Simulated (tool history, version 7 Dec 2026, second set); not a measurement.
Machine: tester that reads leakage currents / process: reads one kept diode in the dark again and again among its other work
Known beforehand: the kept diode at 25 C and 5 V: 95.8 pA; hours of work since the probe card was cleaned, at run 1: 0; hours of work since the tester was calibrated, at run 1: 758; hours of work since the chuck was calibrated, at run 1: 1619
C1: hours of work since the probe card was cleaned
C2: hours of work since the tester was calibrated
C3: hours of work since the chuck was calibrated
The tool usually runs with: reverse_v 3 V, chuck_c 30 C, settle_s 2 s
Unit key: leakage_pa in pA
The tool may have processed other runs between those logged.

Run 1, hour 0: usual settings; C1 0; C2 758; C3 1619. Result: leakage_pa 109.48 pA.
Run 2, hour 168: usual settings but chuck_c 29 C; C1 125; C2 883; C3 1744. Result: leakage_pa 100.99 pA.
Run 3, hour 322.3: usual settings but chuck_c 29 C; C1 239; C2 997; C3 1858. Result: leakage_pa 101.18 pA.
Run 4, hour 421.7: usual settings but chuck_c 29 C; C1 313; C2 1071; C3 1932. Result: leakage_pa 100.71 pA.
Run 5, hour 624: usual settings but chuck_c 29 C; C1 463; C2 1221; C3 2082. Result: leakage_pa 100.3 pA.
Run 6, hour 753.6: usual settings but settle_s 0.6 s; C1 559; C2 1317; C3 2178. Result: leakage_pa 108.46 pA.
At hour 810.1: chuck's temperature calibrated.
Run 7, hour 860: usual settings but chuck_c 23 C; C1 636; C2 1394; C3 37. Result: leakage_pa 65.99 pA.
Run 8, hour 1056.2: usual settings but chuck_c 23 C; C1 782; C2 1540; C3 182. Result: leakage_pa 65.73 pA.
Run 9, hour 1160.5: usual settings but chuck_c 39 C; C1 859; C2 1617; C3 260. Result: leakage_pa 241.89 pA.
Run 10, hour 1339.6: usual settings but chuck_c 39 C; C1 992; C2 1750; C3 392. Result: leakage_pa 240.85 pA.
Run 11, hour 1544.5: usual settings but chuck_c 39 C; C1 1144; C2 1902; C3 544. Result: leakage_pa 238.72 pA.
Run 12, hour 1696.8: usual settings but settle_s 0.59 s; C1 1256; C2 2015; C3 657. Result: leakage_pa 116.72 pA.
Run 13, hour 1832.3: usual settings but settle_s 0.59 s; C1 1357; C2 2115; C3 758. Result: leakage_pa 116.85 pA.
Run 14, hour 2027.2: usual settings; C1 1501; C2 2259; C3 902. Result: leakage_pa 115.63 pA.
Run 15, hour 2138: usual settings; C1 1584; C2 2342; C3 984. Result: leakage_pa 115.19 pA.
Run 16, hour 2350: usual settings; C1 1741; C2 2499; C3 1142. Result: leakage_pa 114.99 pA.
Run 17, hour 2539.6: usual settings but chuck_c 31 C; C1 1881; C2 2639; C3 1282. Result: leakage_pa 124.47 pA.
Run 18, hour 2695.6: usual settings but reverse_v 1.15 V, chuck_c 37 C, settle_s 1.17 s; C1 1997; C2 2755; C3 1398. Result: leakage_pa 130.91 pA.
Run 19, hour 2902.8: usual settings but reverse_v 1.15 V, chuck_c 37 C, settle_s 1.17 s; C1 2151; C2 2909; C3 1551. Result: leakage_pa 130.47 pA.
Run 20, hour 3064.7: usual settings but reverse_v 1.15 V, chuck_c 37 C, settle_s 4.1 s; C1 2271; C2 3029; C3 1671. Result: leakage_pa 128.39 pA.
Run 21, hour 3220.9: usual settings but chuck_c 24 C; C1 2386; C2 3144; C3 1787. Result: leakage_pa 69.58 pA.
Run 22, hour 3401.2: usual settings but settle_s 1.13 s; C1 2520; C2 3278; C3 1921. Result: leakage_pa 113.38 pA.
Run 23, hour 3535.1: usual settings but reverse_v 4.41 V, chuck_c 50 C, settle_s 0.42 s; C1 2619; C2 3377; C3 2020. Result: leakage_pa 618.37 pA.
Run 24, hour 3636.4: usual settings but reverse_v 4.41 V, chuck_c 50 C, settle_s 0.52 s; C1 2694; C2 3452; C3 2095. Result: leakage_pa 616.75 pA.
At hour 3790.4: chuck's temperature calibrated.
At hour 3840.9: probe card cleaned and baked.
Run 25, hour 3845.4: usual settings but reverse_v 2.69 V, chuck_c 43 C, settle_s 0.37 s; C1 3; C2 3604; C3 39. Result: leakage_pa 313.24 pA.
Run 26, hour 4013.3: usual settings but reverse_v 2.69 V, chuck_c 43 C, settle_s 0.37 s; C1 128; C2 3728; C3 163. Result: leakage_pa 313.62 pA.
At hour 4126.3: tester calibrated.
Run 27, hour 4186.4: usual settings but reverse_v 2.69 V, chuck_c 43 C, settle_s 0.37 s; C1 255; C2 45; C3 290. Result: leakage_pa 307.56 pA.
Run 28, hour 4392.7: usual settings but reverse_v 2.49 V, chuck_c 46 C, settle_s 1.52 s; C1 408; C2 197; C3 443. Result: leakage_pa 373.49 pA.
Run 29, hour 4510.9: usual settings but reverse_v 1.04 V, chuck_c 31 C, settle_s 1.52 s; C1 495; C2 285; C3 530. Result: leakage_pa 78.23 pA.
Run 30, hour 4731.7: usual settings but reverse_v 1.04 V, chuck_c 31 C, settle_s 1.52 s; C1 659; C2 449; C3 694. Result: leakage_pa 77.95 pA.
Run 31, hour 4833.4: usual settings but reverse_v 2.19 V, chuck_c 36 C, settle_s 0.41 s; C1 734; C2 524; C3 770. Result: leakage_pa 162.04 pA.

Describe how what the log doesn't record of the tool's condition differs between the last listed run preceding each entry between runs and the first listed run following it.
Runs 6 to 7: chuck's temperature calibrated (hour 810.1)
  stray current of the dirty probe card, pA a volt: 0.25 -> 0.282; current scale over the true one, %: 0.37 -> 0.39; true chuck temperature over the reading, C: -1.04 -> -0.03
  measured less the result without the state, leakage_pa: -8.5 -> +0.88 pA
Runs 24 to 25: chuck's temperature calibrated (hour 3790.4); probe card cleaned and baked (hour 3840.9)
  stray current of the dirty probe card, pA a volt: 1.137 -> 0.029; current scale over the true one, %: 0.88 -> 0.91; true chuck temperature over the reading, C: -0.99 -> -0.12
  measured less the result without the state, leakage_pa: -35.07 -> +0.07 pA
Runs 26 to 27: tester calibrated (hour 4126.3)
  stray current of the dirty probe card, pA a volt: 0.08 -> 0.136; current scale over the true one, %: 0.94 -> -0.05; true chuck temperature over the reading, C: -0.18 -> -0.24
  measured less the result without the state, leakage_pa: -1.08 -> -5.4 pA

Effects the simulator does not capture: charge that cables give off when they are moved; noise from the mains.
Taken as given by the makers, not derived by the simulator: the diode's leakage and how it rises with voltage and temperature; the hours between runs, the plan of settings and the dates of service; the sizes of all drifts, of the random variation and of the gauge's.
